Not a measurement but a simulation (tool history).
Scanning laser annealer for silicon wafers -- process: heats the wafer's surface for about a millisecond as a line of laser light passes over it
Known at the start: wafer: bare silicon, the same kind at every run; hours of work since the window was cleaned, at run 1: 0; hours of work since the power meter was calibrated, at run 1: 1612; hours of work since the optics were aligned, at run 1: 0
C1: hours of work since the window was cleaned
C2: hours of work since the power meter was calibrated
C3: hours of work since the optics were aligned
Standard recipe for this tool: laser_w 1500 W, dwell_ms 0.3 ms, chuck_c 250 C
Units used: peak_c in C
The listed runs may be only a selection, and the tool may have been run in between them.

Run 1, hour 0: usual settings; C1 0; C2 1612; C3 0. Result: peak_c 1043 C.
Run 2, hour 57.8: usual settings; C1 40; C2 1651; C3 40. Result: peak_c 1043 C.
Run 3, hour 116.4: usual settings; C1 80; C2 1691; C3 80. Result: peak_c 1044 C.
Run 4, hour 166.2: usual settings but dwell_ms 0.307 ms; C1 114; C2 1725; C3 114. Result: peak_c 1057 C.
Run 5, hour 205.8: usual settings; C1 141; C2 1752; C3 141. Result: peak_c 1043 C.
Run 6, hour 255.9: usual settings; C1 175; C2 1787; C3 175. Result: peak_c 1048 C.
Run 7, hour 307.3: usual settings; C1 210; C2 1822; C3 210. Result: peak_c 1040 C.
Run 8, hour 363.5: usual settings; C1 248; C2 1860; C3 248. Result: peak_c 1043 C.
Run 9, hour 393.7: usual settings but laser_w 1286 W; C1 269; C2 1881; C3 269. Result: peak_c 908 C.
Run 10, hour 444.3: usual settings but laser_w 1555 W; C1 304; C2 1915; C3 304. Result: peak_c 1079 C.
Run 11, hour 471.2: usual settings but laser_w 1555 W; C1 322; C2 1934; C3 322. Result: peak_c 1080 C.
Run 12, hour 510.9: usual settings but laser_w 1555 W; C1 349; C2 1961; C3 349. Result: peak_c 1082 C.
Run 13, hour 555.7: usual settings but laser_w 1555 W; C1 380; C2 1992; C3 380. Result: peak_c 1081 C.
At hour 567.8: window over the wafer cleaned.
Run 14, hour 592.4: usual settings but laser_w 1555 W, dwell_ms 0.244 ms; C1 17; C2 2015; C3 404. Result: peak_c 991 C.
Run 15, hour 621.4: usual settings but laser_w 1555 W, dwell_ms 0.244 ms; C1 37; C2 2035; C3 423. Result: peak_c 992 C.
Run 16, hour 659: usual settings but chuck_c 214 C; C1 62; C2 2061; C3 449. Result: peak_c 1008 C.
Run 17, hour 703: usual settings but chuck_c 214 C; C1 92; C2 2091; C3 479. Result: peak_c 1007 C.
Run 18, hour 750.6: usual settings but chuck_c 214 C; C1 125; C2 2123; C3 512. Result: peak_c 1012 C.
Run 19, hour 780.5: usual settings but laser_w 1305 W, dwell_ms 0.335 ms, chuck_c 214 C; C1 145; C2 2144; C3 532. Result: peak_c 928 C.
Run 20, hour 830.9: usual settings but laser_w 1305 W, dwell_ms 0.335 ms, chuck_c 214 C; C1 180; C2 2178; C3 567. Result: peak_c 923 C.
Run 21, hour 878.7: usual settings but laser_w 1424 W, dwell_ms 0.335 ms, chuck_c 214 C; C1 212; C2 2211; C3 599. Result: peak_c 1005 C.
Run 22, hour 921.9: usual settings but laser_w 1579 W, dwell_ms 0.335 ms, chuck_c 232 C; C1 242; C2 2241; C3 629. Result: peak_c 1130 C.
Run 23, hour 971.1: usual settings but laser_w 1579 W, dwell_ms 0.335 ms, chuck_c 232 C; C1 276; C2 2274; C3 662. Result: peak_c 1127 C.
Run 24, hour 1026.5: usual settings but laser_w 1346 W, dwell_ms 0.335 ms, chuck_c 288 C; C1 313; C2 2312; C3 700. Result: peak_c 1029 C.
Run 25, hour 1053.5: usual settings but laser_w 1525 W, dwell_ms 0.335 ms, chuck_c 269 C; C1 332; C2 2331; C3 719. Result: peak_c 1127 C.
Run 26, hour 1091.4: usual settings but laser_w 1587 W; C1 358; C2 2356; C3 745. Result: peak_c 1099 C.
At hour 1135.6: window over the wafer cleaned.
Run 27, hour 1148: usual settings but laser_w 1587 W; C1 8; C2 2394; C3 782. Result: peak_c 1104 C.
Run 28, hour 1201: usual settings but laser_w 1587 W; C1 45; C2 2430; C3 818. Result: peak_c 1100 C.

Each row is a separate what-if for the run after 28, all from the same tool condition, not one after another. Results?
Run A, hour 1228.8: usual settings but laser_w 1587 W, dwell_ms 0.346 ms; C1 64; C2 2449; C3 837. Result: peak_c ?.
Run B, hour 1228.8: usual settings but laser_w 1460 W, dwell_ms 0.215 ms, chuck_c 211 C; C1 64; C2 2449; C3 837. Result: peak_c ?.
Run C, hour 1228.8: usual settings but laser_w 1352 W, dwell_ms 0.263 ms, chuck_c 230 C; C1 64; C2 2449; C3 837. Result: peak_c ?.
Run D, hour 1228.8: usual settings but laser_w 1376 W; C1 64; C2 2449; C3 837. Result: peak_c ?.
Run E, hour 1228.8: usual settings but laser_w 1296 W, dwell_ms 0.286 ms, chuck_c 289 C; C1 64; C2 2449; C3 837. Result: peak_c ?.

run  peak_c
  A    1172
  B     853
  C     881
  D     963
  E     935
With the hidden condition removed and each run's random variation left untouched, the same runs would have given:
run  peak_c
  A    1173
  B     853
  C     881
  D     963
  E     935

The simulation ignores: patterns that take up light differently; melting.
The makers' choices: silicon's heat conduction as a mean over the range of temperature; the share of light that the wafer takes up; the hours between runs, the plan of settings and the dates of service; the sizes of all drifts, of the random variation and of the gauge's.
